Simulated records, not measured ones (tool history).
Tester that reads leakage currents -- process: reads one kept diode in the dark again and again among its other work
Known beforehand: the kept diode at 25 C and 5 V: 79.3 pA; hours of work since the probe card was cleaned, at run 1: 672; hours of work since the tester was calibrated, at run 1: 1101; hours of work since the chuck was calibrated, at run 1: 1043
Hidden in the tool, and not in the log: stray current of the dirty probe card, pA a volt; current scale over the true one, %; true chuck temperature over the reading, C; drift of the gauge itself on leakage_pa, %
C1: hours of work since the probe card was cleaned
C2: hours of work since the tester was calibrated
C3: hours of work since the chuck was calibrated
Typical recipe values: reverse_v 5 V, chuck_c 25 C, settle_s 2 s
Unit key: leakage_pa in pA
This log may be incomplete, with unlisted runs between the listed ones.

{"run": 1, "hour": 0.0, "reverse_v": 5, "chuck_c": 25, "settle_s": 2, "C1": 672, "C2": 1101, "C3": 1043, "leakage_pa": 74.72}
{"run": 2, "hour": 23.5, "reverse_v": 5, "chuck_c": 25, "settle_s": 2, "C1": 688, "C2": 1116, "C3": 1058, "leakage_pa": 74.76}
{"run": 3, "hour": 72.3, "reverse_v": 18.31, "chuck_c": 25, "settle_s": 2, "C1": 720, "C2": 1148, "C3": 1090, "leakage_pa": 119.57}
{"run": 4, "hour": 97.8, "reverse_v": 18.31, "chuck_c": 25, "settle_s": 2, "C1": 736, "C2": 1165, "C3": 1107, "leakage_pa": 119.74}
{"run": 5, "hour": 140.3, "reverse_v": 18.31, "chuck_c": 25, "settle_s": 2, "C1": 764, "C2": 1193, "C3": 1135, "leakage_pa": 120}
{"run": 6, "hour": 163.6, "reverse_v": 18.31, "chuck_c": 25, "settle_s": 2, "C1": 780, "C2": 1208, "C3": 1150, "leakage_pa": 119.97}
{"run": 7, "hour": 202.3, "reverse_v": 5, "chuck_c": 25, "settle_s": 2, "C1": 805, "C2": 1234, "C3": 1176, "leakage_pa": 74.57}
{"run": 8, "hour": 234.3, "reverse_v": 5, "chuck_c": 55, "settle_s": 2, "C1": 826, "C2": 1255, "C3": 1197, "leakage_pa": 942.26}
{"run": 9, "hour": 278.1, "reverse_v": 5, "chuck_c": 55, "settle_s": 2, "C1": 855, "C2": 1284, "C3": 1226, "leakage_pa": 941.15}
{"run": 10, "hour": 320.0, "reverse_v": 5, "chuck_c": 55, "settle_s": 2, "C1": 883, "C2": 1312, "C3": 1253, "leakage_pa": 942.52}
{"run": 11, "hour": 369.8, "reverse_v": 5, "chuck_c": 25, "settle_s": 2, "C1": 916, "C2": 1344, "C3": 1286, "leakage_pa": 74.04}

Expected results for the next run?
{"run": 12, "hour": 417.1, "reverse_v": 2.87, "chuck_c": 25, "settle_s": 2, "C1": 947, "C2": 1375, "C3": 1317, "leakage_pa": "?"}

{"run 12": {"leakage_pa": 61.4}}
Without the tool's hidden state the same run would have given leakage_pa 66.95 pA.

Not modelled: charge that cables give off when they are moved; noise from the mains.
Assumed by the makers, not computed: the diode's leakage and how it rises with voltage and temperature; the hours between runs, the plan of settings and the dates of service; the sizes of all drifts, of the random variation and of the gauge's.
